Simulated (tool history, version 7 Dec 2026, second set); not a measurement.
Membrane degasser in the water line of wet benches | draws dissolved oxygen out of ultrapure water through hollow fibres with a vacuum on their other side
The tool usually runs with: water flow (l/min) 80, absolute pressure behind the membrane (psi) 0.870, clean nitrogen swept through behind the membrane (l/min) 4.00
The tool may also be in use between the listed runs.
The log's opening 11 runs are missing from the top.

run    hour  water flow (l/min)  absolute pressure behind the membrane (psi)  clean nitrogen swept through behind the membrane (l/min)  hours since the membrane was changed  hours since the vacuum gauge was calibrated  hours since the vacuum lines were made tight  dissolved oxygen in the water behind the degasser (ppb)  pressure that the water loses in the fibres (psi)
 12   758.4                  90                                        0.870                                                      3.03                                  3831                                         1634                                          3317                                                    394.6                                             10.926
 13   833.4                  90                                        1.250                                                      3.03                                  3906                                         1709                                          3392                                                    554.8                                             10.856
 14   913.3                  64                                        0.870                                                      4.00                                  3986                                         1789                                          3472                                                    239.0                                              7.799
 15  1012.2                  74                                        0.870                                                      4.00                                  4085                                         1888                                          3571                                                    283.5                                              8.971
 16  1109.9                  74                                        0.870                                                     11.42                                  4183                                         1986                                          3669                                                    217.3                                              8.965
 17  1198.1                  74                                        0.870                                                      7.92                                  4271                                         2074                                          3757                                                    236.0                                              8.952
 18  1292.9                  80                                        0.814                                                      8.10                                  4366                                         2168                                          3852                                                    253.4                                              9.593
 19  1388.6                 111                                        0.992                                                      8.16                                  4461                                         2264                                          3948                                                    416.7                                             13.454
 20  1437.8                 111                                        1.272                                                      8.16                                  4510                                         2313                                          3997                                                    461.6                                             13.429
 21  1536.4                  90                                        1.839                                                      4.71                                  4609                                         2412                                          4095                                                    602.6                                             10.858
 22  1590.6                  65                                        1.220                                                      4.71                                  4663                                         2466                                          4150                                                    301.1                                              7.919
 23  1680.5                 117                                        1.801                                                      2.64                                  4753                                         2556                                          4239                                                   1016.5                                             14.151
 24  1738.1                  53                                        1.397                                                      6.98                                  4811                                         2614                                          4297                                                    215.5                                              6.450
 25  1801.3                  53                                        1.397                                                      6.98                                  4874                                         2677                                          4360                                                    218.4                                              6.386
 26  1846.6                 103                                        0.870                                                      7.21                                  4919                                         2722                                          4405                                                    363.0                                             12.431
 27  1892.7                 120                                        1.872                                                      7.94                                  4965                                         2768                                          4452                                                    642.6                                             14.452
 28  1987.5                 120                                        1.872                                                      7.94                                  5060                                         2863                                          4546                                                    644.3                                             14.510
 29  2083.3                  87                                        1.394                                                      3.59                                  5156                                         2959                                          4642                                                    519.1                                             10.592
 30  2164.6                  80                                        1.086                                                      1.78                                  5237                                         3040                                          4723                                                    545.8                                              9.697
 31  2242.3                  80                                        1.086                                                      1.78                                  5315                                         3118                                          4801                                                    550.2                                              9.731
 32  2291.1                  80                                        1.333                                                      2.88                                  5364                                         3167                                          4850                                                    528.7                                              9.736

Alternative continuations, all from the tool just after run 32; predict every row:
  A  2380.5                  59                                        2.136                                                      4.00                                  5453                                         3256                                          4939                                                        ?                                                  ?
  B  2380.5                  72                                        1.433                                                      8.25                                  5453                                         3256                                          4939                                                        ?                                                  ?
  C  2380.5                  80                                        2.051                                                      2.88                                  5453                                         3256                                          4939                                                        ?                                                  ?

run  dissolved oxygen in the water behind the degasser (ppb)  pressure that the water loses in the fibres (psi)
  A                                                    489.5                                              7.134
  B                                                    304.3                                              8.699
  C                                                    786.6                                              9.655
Had the tool no hidden state, the same runs would have come out as:
run  dissolved oxygen in the water behind the degasser (ppb)  pressure that the water loses in the fibres (psi)
  A                                                    489.1                                              7.130
  B                                                    303.9                                              8.694
  C                                                    786.1                                              9.649

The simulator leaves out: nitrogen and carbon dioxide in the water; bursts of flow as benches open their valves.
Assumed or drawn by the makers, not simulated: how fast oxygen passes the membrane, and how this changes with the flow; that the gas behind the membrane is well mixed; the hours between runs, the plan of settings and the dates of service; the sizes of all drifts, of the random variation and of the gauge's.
